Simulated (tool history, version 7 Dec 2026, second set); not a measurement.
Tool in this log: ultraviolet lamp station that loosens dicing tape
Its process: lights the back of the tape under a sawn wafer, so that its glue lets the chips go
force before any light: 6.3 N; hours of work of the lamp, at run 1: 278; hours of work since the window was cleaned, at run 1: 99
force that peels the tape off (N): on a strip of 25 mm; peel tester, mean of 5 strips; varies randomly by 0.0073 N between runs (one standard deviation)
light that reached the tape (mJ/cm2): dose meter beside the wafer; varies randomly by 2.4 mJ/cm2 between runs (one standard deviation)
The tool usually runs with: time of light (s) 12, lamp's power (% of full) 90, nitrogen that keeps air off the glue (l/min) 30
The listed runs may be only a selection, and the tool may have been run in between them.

| run | hour | time of light (s) | lamp's power (% of full) | nitrogen that keeps air off the glue (l/min) | hours of work of the lamp | hours of work since the window was cleaned | force that peels the tape off (N) | light that reached the tape (mJ/cm2) |
|---|---|---|---|---|---|---|---|---|
| 1 | 0.0 | 12 | 90 | 30 | 278 | 99 | 0.308 | 231 |
| 2 | 18.8 | 12 | 90 | 30 | 286 | 107 | 0.315 | 232 |
| 3 | 39.0 | 12 | 90 | 30 | 294 | 116 | 0.309 | 232 |
| 4 | 69.3 | 12 | 90 | 30 | 307 | 129 | 0.316 | 233 |
| 5 | 84.9 | 12 | 90 | 30 | 314 | 135 | 0.307 | 228 |
| 6 | 104.1 | 12 | 90 | 30 | 322 | 143 | 0.327 | 226 |
| 7 | 125.1 | 12 | 90 | 19 | 331 | 152 | 0.417 | 228 |
| 8 | 148.2 | 12 | 73 | 30 | 340 | 162 | 0.493 | 184 |
| 9 | 166.6 | 12 | 73 | 30 | 348 | 169 | 0.490 | 181 |
| 10 | 181.0 | 12 | 85 | 30 | 354 | 175 | 0.360 | 217 |
| 11 | 210.8 | 12 | 85 | 30 | 367 | 188 | 0.375 | 211 |
| 12 | 232.7 | 12 | 63 | 30 | 376 | 197 | 0.683 | 157 |
|  | 235.0 | window cleaned of glue's vapour |
| 13 | 261.4 | 12 | 63 | 30 | 388 | 11 | 0.680 | 158 |
| 14 | 275.3 | 12 | 97 | 30 | 393 | 17 | 0.292 | 236 |
| 15 | 296.0 | 13 | 92 | 29 | 402 | 26 | 0.278 | 245 |
| 16 | 312.3 | 7 | 90 | 30 | 409 | 32 | 0.986 | 126 |
|  | 331.8 | window cleaned of glue's vapour, once more |
| 17 | 339.1 | 10 | 90 | 10 | 420 | 3 | 0.846 | 191 |
| 18 | 361.7 | 10 | 90 | 10 | 430 | 13 | 0.880 | 192 |
| 19 | 376.8 | 18 | 61 | 58 | 436 | 19 | 0.241 | 233 |
| 20 | 391.7 | 12 | 90 | 53 | 442 | 25 | 0.249 | 226 |
| 21 | 406.8 | 12 | 90 | 53 | 449 | 32 | 0.253 | 230 |
| 22 | 432.0 | 8 | 75 | 30 | 459 | 42 | 1.042 | 129 |
| 23 | 453.9 | 21 | 90 | 53 | 468 | 51 | 0.153 | 396 |
| 24 | 480.5 | 21 | 90 | 53 | 480 | 63 | 0.152 | 400 |
| 25 | 497.7 | 21 | 90 | 53 | 487 | 70 | 0.144 | 397 |
| 26 | 514.8 | 13 | 84 | 30 | 494 | 77 | 0.330 | 229 |
| 27 | 543.7 | 12 | 64 | 23 | 506 | 89 | 0.772 | 158 |

Per-run results on a tool with no hidden state, each run keeping its own random variation:
The hidden state here: lamp's light, % of a new lamp's; light that the window lets through, % of a clean one's; drift of the gauge itself on peel_n, %; drift of the gauge itself on dose_mj_cm2, %.
| run | force that peels the tape off (N) | light that reached the tape (mJ/cm2) |
|---|---|---|
| 1 | 0.263 | 251 |
| 2 | 0.268 | 253 |
| 3 | 0.261 | 254 |
| 4 | 0.263 | 257 |
| 5 | 0.254 | 252 |
| 6 | 0.271 | 251 |
| 7 | 0.336 | 254 |
| 8 | 0.393 | 205 |
| 9 | 0.387 | 203 |
| 10 | 0.285 | 244 |
| 11 | 0.295 | 239 |
| 12 | 0.532 | 178 |
| 13 | 0.518 | 181 |
| 14 | 0.228 | 272 |
| 15 | 0.215 | 284 |
| 16 | 0.755 | 147 |
| 17 | 0.722 | 209 |
| 18 | 0.744 | 211 |
| 19 | 0.211 | 256 |
| 20 | 0.214 | 249 |
| 21 | 0.217 | 254 |
| 22 | 0.868 | 142 |
| 23 | 0.150 | 441 |
| 24 | 0.149 | 448 |
| 25 | 0.141 | 446 |
| 26 | 0.266 | 258 |
| 27 | 0.608 | 179 |

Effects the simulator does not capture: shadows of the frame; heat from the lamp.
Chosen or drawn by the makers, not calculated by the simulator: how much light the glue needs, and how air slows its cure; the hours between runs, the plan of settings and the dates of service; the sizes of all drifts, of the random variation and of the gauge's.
